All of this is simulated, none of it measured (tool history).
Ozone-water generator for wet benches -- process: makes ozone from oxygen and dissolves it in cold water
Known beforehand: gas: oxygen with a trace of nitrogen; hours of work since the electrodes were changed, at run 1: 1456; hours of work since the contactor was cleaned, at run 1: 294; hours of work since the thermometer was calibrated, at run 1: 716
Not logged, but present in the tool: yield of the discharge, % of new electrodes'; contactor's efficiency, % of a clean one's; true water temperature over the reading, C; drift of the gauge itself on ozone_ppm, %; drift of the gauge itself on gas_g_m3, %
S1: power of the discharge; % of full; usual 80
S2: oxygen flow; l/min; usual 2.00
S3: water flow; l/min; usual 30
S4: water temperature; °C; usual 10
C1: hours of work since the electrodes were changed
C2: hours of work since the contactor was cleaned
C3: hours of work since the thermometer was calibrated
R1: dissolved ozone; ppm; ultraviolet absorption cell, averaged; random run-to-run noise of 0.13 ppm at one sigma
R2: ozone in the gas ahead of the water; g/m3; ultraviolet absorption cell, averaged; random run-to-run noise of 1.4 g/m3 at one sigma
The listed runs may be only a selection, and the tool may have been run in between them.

| run | day | S1 | S2 | S3 | S4 | C1 | C2 | C3 | R1 | R2 |
|---|---|---|---|---|---|---|---|---|---|---|
| 1 | 0.000 | 80 | 2.00 | 30 | 10 | 1456 | 294 | 716 | 11.4 | 236.2 |
| 2 | 1.083 | 80 | 2.00 | 30 | 10 | 1478 | 316 | 738 | 11.3 | 236.7 |
| 3 | 2.492 | 80 | 2.00 | 30 | 10 | 1506 | 344 | 766 | 11.2 | 238.7 |
| 4 | 4.050 | 80 | 2.59 | 30 | 10 | 1537 | 375 | 797 | 12.3 | 208.7 |
| 5 | 5.767 | 80 | 2.59 | 30 | 10 | 1572 | 410 | 831 | 12.4 | 210.2 |
| 6 | 7.567 | 80 | 2.00 | 30 | 13 | 1608 | 446 | 867 | 10.8 | 236.8 |
| 7 | 8.721 | 80 | 2.00 | 30 | 13 | 1631 | 469 | 891 | 10.9 | 237.1 |
| 8 | 10.646 | 80 | 2.00 | 30 | 13 | 1669 | 507 | 929 | 10.8 | 231.4 |
| 9 | 11.575 | 80 | 2.00 | 30 | 10 | 1688 | 526 | 948 | 10.9 | 233.7 |
| 10 | 13.212 | 80 | 1.30 | 30 | 10 | 1721 | 559 | 981 | 9.1 | 280.8 |
| 11 | 14.425 | 80 | 1.30 | 30 | 10 | 1745 | 583 | 1005 | 9.1 | 283.6 |
| 12 | 15.454 | 80 | 1.30 | 30 | 10 | 1766 | 604 | 1025 | 9.4 | 280.2 |
| 13 | 16.683 | 80 | 3.60 | 30 | 10 | 1790 | 628 | 1050 | 13.8 | 176.6 |
| 14 | 18.167 | 80 | 3.60 | 30 | 10 | 1820 | 658 | 1080 | 13.8 | 175.1 |
| 15 | 19.175 | 80 | 2.00 | 30 | 6 | 1840 | 678 | 1100 | 11.1 | 229.7 |
| 16 | 20.558 | 80 | 2.00 | 30 | 6 | 1868 | 706 | 1128 | 11.3 | 228.5 |
| 17 | 22.092 | 80 | 2.00 | 36 | 10 | 1899 | 737 | 1158 | 8.8 | 227.5 |
| 18 | 23.142 | 65 | 3.15 | 36 | 7 | 1920 | 758 | 1179 | 9.0 | 158.6 |
| 19 | 24.317 | 80 | 1.54 | 26 | 17 | 1943 | 781 | 1203 | 11.2 | 260.0 |
|  | 24.421 | water thermometer calibrated |
| 20 | 25.396 | 95 | 1.28 | 30 | 10 | 1964 | 802 | 19 | 10.2 | 316.1 |
| 21 | 27.225 | 70 | 1.28 | 18 | 10 | 2001 | 839 | 56 | 14.1 | 251.6 |
| 22 | 29.104 | 70 | 1.28 | 18 | 10 | 2039 | 877 | 94 | 13.9 | 250.5 |
| 23 | 30.492 | 70 | 2.52 | 23 | 18 | 2066 | 904 | 122 | 13.1 | 184.1 |
|  | 31.633 | water thermometer calibrated, once more |
| 24 | 32.308 | 70 | 2.52 | 42 | 11 | 2102 | 940 | 14 | 7.3 | 183.5 |
| 25 | 33.308 | 70 | 2.26 | 44 | 8 | 2122 | 960 | 34 | 6.7 | 193.4 |
| 26 | 34.450 | 78 | 2.00 | 30 | 10 | 2145 | 983 | 56 | 10.5 | 221.6 |
| 27 | 36.171 | 78 | 2.00 | 30 | 10 | 2180 | 1018 | 91 | 10.4 | 216.4 |
| 28 | 37.954 | 84 | 1.24 | 19 | 7 | 2215 | 1053 | 127 | 14.9 | 286.6 |
| 29 | 39.429 | 67 | 1.84 | 19 | 7 | 2245 | 1083 | 156 | 14.6 | 204.2 |
| 30 | 40.950 | 46 | 2.97 | 19 | 8 | 2275 | 1113 | 187 | 13.1 | 124.2 |
| 31 | 41.846 | 46 | 2.97 | 19 | 8 | 2293 | 1131 | 205 | 13.1 | 124.0 |
| 32 | 43.658 | 46 | 2.97 | 19 | 8 | 2330 | 1168 | 241 | 13.0 | 124.1 |
| 33 | 44.892 | 46 | 2.97 | 19 | 8 | 2354 | 1192 | 266 | 13.1 | 122.9 |

How the hidden state differs across the entries between the runs, from the last listed run before each to the first after it:
In the gap between runs 19 and 20: water thermometer calibrated (day 24.421)
  yield of the discharge, % of new electrodes': 87.1 -> 87; contactor's efficiency, % of a clean one's: 96.5 -> 96.4; true water temperature over the reading, C: 0.24 -> 0.36
  measured value less the no-hidden-state value, R1: -2.0 -> -2.1 ppm; R2: -42.9 -> -59.8 g/m3
In the gap between runs 23 and 24: water thermometer calibrated, once more (day 31.633)
  yield of the discharge, % of new electrodes': 86.3 -> 86.1; contactor's efficiency, % of a clean one's: 96.1 -> 96; true water temperature over the reading, C: 0.38 -> -0.01
  measured value less the no-hidden-state value, R1: -2.3 -> -1.3 ppm; R2: -29.2 -> -29.9 g/m3
